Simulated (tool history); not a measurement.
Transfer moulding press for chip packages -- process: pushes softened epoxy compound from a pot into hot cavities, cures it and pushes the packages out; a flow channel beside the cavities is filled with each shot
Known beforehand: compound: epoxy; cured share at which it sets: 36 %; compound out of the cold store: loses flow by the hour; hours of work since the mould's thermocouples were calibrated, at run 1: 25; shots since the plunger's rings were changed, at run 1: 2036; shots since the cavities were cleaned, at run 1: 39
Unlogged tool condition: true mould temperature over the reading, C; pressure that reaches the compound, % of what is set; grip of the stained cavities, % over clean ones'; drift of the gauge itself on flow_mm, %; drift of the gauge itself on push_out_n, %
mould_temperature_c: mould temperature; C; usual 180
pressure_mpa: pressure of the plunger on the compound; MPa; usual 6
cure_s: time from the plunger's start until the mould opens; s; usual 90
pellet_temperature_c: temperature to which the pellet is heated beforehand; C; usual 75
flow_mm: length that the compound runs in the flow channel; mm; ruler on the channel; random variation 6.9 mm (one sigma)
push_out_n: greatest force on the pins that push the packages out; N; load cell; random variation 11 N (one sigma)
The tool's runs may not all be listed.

run	day	mould_temperature_c	pressure_mpa	cure_s	pellet_temperature_c	hours of work since the mould's thermocouples were calibrated	shots since the plunger's rings were changed	shots since the cavities were cleaned	incoming compound's hours out of the cold store	flow_mm	push_out_n
1	0	180	6	90	75	25	2036	39	21.8	923	580
2	0.396	180	6	90	75	29	2112	115	45.9	840	588
3	0.65	180	6	90	75	31	2160	163	43	849	629
4	0.954	180	6	90	75	34	2219	222	8	995	740
5	1.404	180	6	90	83	39	2305	308	21.4	936	702
6	1.842	180	6	90	83	43	2389	392	18.3	961	781
7	2.125	180	6	90	83	46	2444	447	9.7	992	829
8	2.383	183	6	90	83	49	2493	496	31.9	872	640
9	2.725	180	6	90	75	52	2559	562	23.6	919	862
# day 2.979: cavities cleaned with cleaning compound and waxed
10	3.117	174	6	90	75	55	2622	27	25.2	943	842
11	3.671	180	6	90	75	61	2728	133	11.3	968	657
12	4.121	180	6	90	75	65	2815	220	28.6	898	689
13	4.679	180	6	90	75	71	2922	327	47.6	829	695
14	5.242	180	6.25	90	75	76	3030	435	33.2	889	786
15	5.85	172	5.98	95	75	82	3147	552	16.1	982	1424
# day 6.175: cavities cleaned with cleaning compound and waxed
16	6.229	172	5.98	95	75	85	3207	9	16.1	976	918
17	6.817	172	5.98	95	75	91	3320	122	16.4	972	1064
18	7.088	175	6.57	90	65	94	3372	174	25.1	986	996
19	7.417	175	6.57	90	65	97	3435	237	31.8	953	1086
20	7.662	180	6	74	74	100	3483	285	24.6	905	1198
21	8.029	180	6	123	65	103	3553	355	20.6	923	520
22	8.608	180	6	123	65	109	3665	467	40.5	853	563
23	9.2	182	6.44	117	79	115	3778	580	40.1	870	554

Here are 5 independent what-if runs from the current tool condition. What would each one return?
# day 9.371: cavities cleaned with cleaning compound and waxed
A	9.675	185	6.17	125	79	119	3858	59	26.4	?	?
# day 9.371: cavities cleaned with cleaning compound and waxed
B	9.675	182	6.42	117	79	119	3858	59	16.9	?	?
# day 9.371: cavities cleaned with cleaning compound and waxed
C	9.675	185	6.88	90	79	119	3858	59	22.4	?	?
# day 9.371: cavities cleaned with cleaning compound and waxed
D	9.675	172	4.71	90	72	119	3858	59	46.3	?	?
# day 9.371: cavities cleaned with cleaning compound and waxed
E	9.675	182	6.72	117	78	119	3858	59	21	?	?

run	flow_mm	push_out_n
A	905	387
B	958	379
C	957	426
D	753	978
E	963	390
What these runs would have given with no unlogged condition in the tool:
run	flow_mm	push_out_n
A	936	337
B	991	330
C	989	370
D	779	854
E	995	339

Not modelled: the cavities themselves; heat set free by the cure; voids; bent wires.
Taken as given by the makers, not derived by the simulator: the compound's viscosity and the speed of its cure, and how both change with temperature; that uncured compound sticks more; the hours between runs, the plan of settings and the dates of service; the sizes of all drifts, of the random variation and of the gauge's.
